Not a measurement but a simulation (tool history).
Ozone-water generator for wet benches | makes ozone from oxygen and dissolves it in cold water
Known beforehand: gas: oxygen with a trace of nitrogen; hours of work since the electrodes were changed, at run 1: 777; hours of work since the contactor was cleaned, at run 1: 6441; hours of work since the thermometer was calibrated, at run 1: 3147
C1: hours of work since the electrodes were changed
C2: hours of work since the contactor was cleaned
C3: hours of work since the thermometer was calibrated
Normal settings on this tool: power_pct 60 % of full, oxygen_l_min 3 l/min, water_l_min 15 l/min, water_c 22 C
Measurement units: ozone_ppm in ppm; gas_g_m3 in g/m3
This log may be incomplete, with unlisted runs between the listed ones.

run 1 day=0 | power_pct=60 oxygen_l_min=3 water_l_min=15 water_c=22 | C1=777 C2=6441 C3=3147 | ozone_ppm=10.3 gas_g_m3=148.6
run 2 day=1.196 | power_pct=60 oxygen_l_min=3 water_l_min=15 water_c=22 | C1=794 C2=6459 C3=3165 | ozone_ppm=10.2 gas_g_m3=151.1
run 3 day=2.108 | power_pct=60 oxygen_l_min=3 water_l_min=15 water_c=22 | C1=808 C2=6472 C3=3178 | ozone_ppm=10.2 gas_g_m3=148.8
run 4 day=2.817 | power_pct=60 oxygen_l_min=3 water_l_min=15 water_c=22 | C1=818 C2=6483 C3=3189 | ozone_ppm=10.3 gas_g_m3=149.7
run 5 day=3.904 | power_pct=60 oxygen_l_min=3 water_l_min=15 water_c=22 | C1=834 C2=6499 C3=3205 | ozone_ppm=10.6 gas_g_m3=147
run 6 day=4.975 | power_pct=60 oxygen_l_min=3 water_l_min=15 water_c=22 | C1=850 C2=6515 C3=3220 | ozone_ppm=10.6 gas_g_m3=149.5
run 7 day=5.912 | power_pct=60 oxygen_l_min=3 water_l_min=15 water_c=22 | C1=864 C2=6529 C3=3234 | ozone_ppm=10.2 gas_g_m3=148.9
run 8 day=7.212 | power_pct=67 oxygen_l_min=3 water_l_min=15 water_c=22 | C1=883 C2=6548 C3=3253 | ozone_ppm=11.1 gas_g_m3=160.2
run 9 day=8.05 | power_pct=67 oxygen_l_min=3 water_l_min=15 water_c=22 | C1=895 C2=6560 C3=3266 | ozone_ppm=11 gas_g_m3=160.6
run 10 day=8.642 | power_pct=67 oxygen_l_min=3 water_l_min=15 water_c=22 | C1=904 C2=6569 C3=3275 | ozone_ppm=11.4 gas_g_m3=160
run 11 day=9.421 | power_pct=67 oxygen_l_min=3 water_l_min=15 water_c=22 | C1=916 C2=6580 C3=3286 | ozone_ppm=11.2 gas_g_m3=158.4
run 12 day=10.317 | power_pct=95 oxygen_l_min=3 water_l_min=15 water_c=22 | C1=929 C2=6594 C3=3299 | ozone_ppm=13.8 gas_g_m3=198.6
run 13 day=11.5 | power_pct=60 oxygen_l_min=3 water_l_min=15 water_c=22 | C1=946 C2=6611 C3=3317 | ozone_ppm=10.2 gas_g_m3=148.1
run 14 day=12.421 | power_pct=60 oxygen_l_min=3 water_l_min=15 water_c=22 | C1=960 C2=6625 C3=3330 | ozone_ppm=10.5 gas_g_m3=149.9
run 15 day=13.525 | power_pct=43 oxygen_l_min=3 water_l_min=15 water_c=22 | C1=976 C2=6641 C3=3347 | ozone_ppm=8.5 gas_g_m3=122.5
run 16 day=14.8 | power_pct=43 oxygen_l_min=3 water_l_min=15 water_c=22 | C1=995 C2=6660 C3=3365 | ozone_ppm=8.3 gas_g_m3=120.8
run 17 day=15.596 | power_pct=43 oxygen_l_min=5.04 water_l_min=19 water_c=18 | C1=1007 C2=6671 C3=3377 | ozone_ppm=6.8 gas_g_m3=85.5
run 18 day=16.4 | power_pct=60 oxygen_l_min=3 water_l_min=13 water_c=25 | C1=1018 C2=6683 C3=3389 | ozone_ppm=11.3 gas_g_m3=149.6
run 19 day=17.371 | power_pct=65 oxygen_l_min=2.04 water_l_min=13 water_c=25 | C1=1033 C2=6698 C3=3403 | ozone_ppm=12.1 gas_g_m3=199.4
run 20 day=18.179 | power_pct=78 oxygen_l_min=3.96 water_l_min=15 water_c=22 | C1=1045 C2=6710 C3=3415 | ozone_ppm=11.8 gas_g_m3=148.1
run 21 day=18.833 | power_pct=94 oxygen_l_min=3.96 water_l_min=20 water_c=27 | C1=1054 C2=6719 C3=3425 | ozone_ppm=9.6 gas_g_m3=163.2
run 22 day=20.133 | power_pct=81 oxygen_l_min=3 water_l_min=23 water_c=22 | C1=1073 C2=6738 C3=3444 | ozone_ppm=8.3 gas_g_m3=179
run 23 day=20.717 | power_pct=45 oxygen_l_min=2.59 water_l_min=9 water_c=15 | C1=1082 C2=6747 C3=3453 | ozone_ppm=14.9 gas_g_m3=135.2
run 24 day=21.858 | power_pct=45 oxygen_l_min=2.59 water_l_min=9 water_c=15 | C1=1099 C2=6764 C3=3469 | ozone_ppm=14.9 gas_g_m3=136.2
run 25 day=22.412 | power_pct=45 oxygen_l_min=2.59 water_l_min=9 water_c=15 | C1=1107 C2=6772 C3=3478 | ozone_ppm=15.3 gas_g_m3=137.2
run 26 day=23.033 | power_pct=44 oxygen_l_min=2.87 water_l_min=21 water_c=22 | C1=1116 C2=6781 C3=3487 | ozone_ppm=6.3 gas_g_m3=126
run 27 day=23.612 | power_pct=46 oxygen_l_min=2.31 water_l_min=23 water_c=26 | C1=1125 C2=6790 C3=3495 | ozone_ppm=5.4 gas_g_m3=149.2
run 28 day=24.433 | power_pct=80 oxygen_l_min=2.67 water_l_min=15 water_c=30 | C1=1137 C2=6802 C3=3507 | ozone_ppm=11 gas_g_m3=192.7
run 29 day=25.35 | power_pct=88 oxygen_l_min=4.07 water_l_min=15 water_c=22 | C1=1150 C2=6815 C3=3521 | ozone_ppm=12.9 gas_g_m3=154.4
run 30 day=26 | power_pct=85 oxygen_l_min=4.07 water_l_min=12 water_c=22 | C1=1160 C2=6825 C3=3531 | ozone_ppm=14.8 gas_g_m3=150.3
run 31 day=26.646 | power_pct=43 oxygen_l_min=4.98 water_l_min=10 water_c=22 | C1=1170 C2=6834 C3=3540 | ozone_ppm=10.4 gas_g_m3=85.8
run 32 day=27.871 | power_pct=43 oxygen_l_min=4.98 water_l_min=10 water_c=22 | C1=1188 C2=6852 C3=3558 | ozone_ppm=10.4 gas_g_m3=86.8

Hidden state or all else? Some run-to-run changes of ozone_ppm, split into what the settings, what came in and random variation would give without the hidden state, and what is left for the hidden state (with any gauge scatter that isn't in both results):
The tool's hidden condition here consists of: yield of the discharge, % of new electrodes'; contactor's efficiency, % of a clean one's; true water temperature over the reading, C; drift of the gauge itself on ozone_ppm, %; drift of the gauge itself on gas_g_m3, %.
Run 22 -> 23: power_pct 81 -> 45, oxygen_l_min 3 -> 2.59, water_l_min 23 -> 9, water_c 22 -> 15. ozone_ppm +6.6 ppm: hidden state -0.1, all else +6.7.
Run 25 -> 26: power_pct 45 -> 44, oxygen_l_min 2.59 -> 2.87, water_l_min 9 -> 21, water_c 15 -> 22. ozone_ppm -9 ppm: hidden state +0.4, all else -9.4.
Run 27 -> 28: power_pct 46 -> 80, oxygen_l_min 2.31 -> 2.67, water_l_min 23 -> 15, water_c 26 -> 30. ozone_ppm +5.6 ppm: hidden state -0.3, all else +5.9.
Run 30 -> 31: power_pct 85 -> 43, oxygen_l_min 4.07 -> 4.98, water_l_min 12 -> 10. ozone_ppm -4.4 ppm: hidden state +0.3, all else -4.7.
